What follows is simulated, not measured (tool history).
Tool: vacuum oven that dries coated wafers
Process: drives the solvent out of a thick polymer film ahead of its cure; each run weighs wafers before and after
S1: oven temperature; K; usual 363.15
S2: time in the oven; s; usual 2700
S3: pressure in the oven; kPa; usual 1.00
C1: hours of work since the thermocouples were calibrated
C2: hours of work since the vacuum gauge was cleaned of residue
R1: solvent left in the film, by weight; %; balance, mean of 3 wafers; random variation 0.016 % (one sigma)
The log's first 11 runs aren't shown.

Run 12, day 7.983: usual settings but S1 365.15 K, S3 0.78 kPa; C1 340; C2 253. Result: R1 1.01 %.
Run 13, day 9.042: usual settings; C1 359; C2 272. Result: R1 1.47 %.
Run 14, day 9.700: usual settings but S1 358.15 K; C1 371; C2 284. Result: R1 2.77 %.
Run 15, day 10.204: usual settings but S1 358.15 K; C1 380; C2 293. Result: R1 2.74 %.
Run 16, day 10.962: usual settings but S1 358.15 K; C1 394; C2 307. Result: R1 2.76 %.
Run 17, day 11.588: usual settings; C1 405; C2 318. Result: R1 1.47 %.
Run 18, day 12.158: usual settings; C1 416; C2 329. Result: R1 1.46 %.
Run 19, day 12.721: usual settings but S1 371.15 K, S3 0.65 kPa; C1 426; C2 339. Result: R1 0.37 %.
Run 20, day 13.250: usual settings but S1 365.15 K, S2 3120 s, S3 0.65 kPa; C1 435; C2 348. Result: R1 0.69 %.
Run 21, day 14.342: usual settings but S1 365.15 K, S2 3120 s, S3 2.03 kPa; C1 455; C2 368. Result: R1 1.33 %.
Run 22, day 14.829: usual settings but S1 368.15 K, S2 2940 s, S3 3.72 kPa; C1 464; C2 377. Result: R1 1.80 %.
Run 23, day 15.858: usual settings but S1 362.15 K, S2 3060 s, S3 2.66 kPa; C1 483; C2 396. Result: R1 2.22 %.
Run 24, day 16.912: usual settings but S1 369.15 K, S2 2760 s, S3 1.35 kPa; C1 502; C2 415. Result: R1 0.76 %.
Run 25, day 17.712: usual settings but S1 350.15 K, S2 2760 s, S3 3.19 kPa; C1 516; C2 429. Result: R1 7.07 %.
Run 26, day 18.696: usual settings but S1 357.15 K, S2 2280 s, S3 0.84 kPa; C1 534; C2 447. Result: R1 3.78 %.
Run 27, day 19.562: usual settings but S1 357.15 K, S2 2280 s, S3 0.84 kPa; C1 550; C2 463. Result: R1 3.79 %.
Run 28, day 20.529: usual settings but S1 357.15 K, S2 3840 s, S3 0.58 kPa; C1 567; C2 480. Result: R1 1.56 %.
Run 29, day 21.396: usual settings but S1 357.15 K, S2 3840 s, S3 0.58 kPa; C1 583; C2 496. Result: R1 1.52 %.
Run 30, day 21.942: usual settings but S1 353.15 K, S2 4740 s, S3 1.57 kPa; C1 593; C2 506. Result: R1 2.57 %.
Run 31, day 23.062: usual settings but S1 350.15 K; C1 613; C2 526. Result: R1 5.80 %.
Run 32, day 23.700: usual settings but S2 1380 s, S3 1.06 kPa; C1 624; C2 537. Result: R1 4.17 %.
Run 33, day 24.554: usual settings but S2 1380 s, S3 0.57 kPa; C1 640; C2 553. Result: R1 3.96 %.

3 ways to go on from here, each from the tool as it stands after run 33. What would each give?
Run A, day 25.596: usual settings but S2 2820 s, S3 3.27 kPa; C1 659; C2 572. Result: R1 ?.
Run B, day 25.596: usual settings but S2 1380 s, S3 0.57 kPa; C1 659; C2 572. Result: R1 ?.
Run C, day 25.596: usual settings but S1 368.15 K, S3 0.87 kPa; C1 659; C2 572. Result: R1 ?.

run    R1
  A  2.51
  B  3.91
  C  0.68
Without the tool's hidden state the same runs would have given:
run    R1
  A  2.51
  B  3.92
  C  0.68
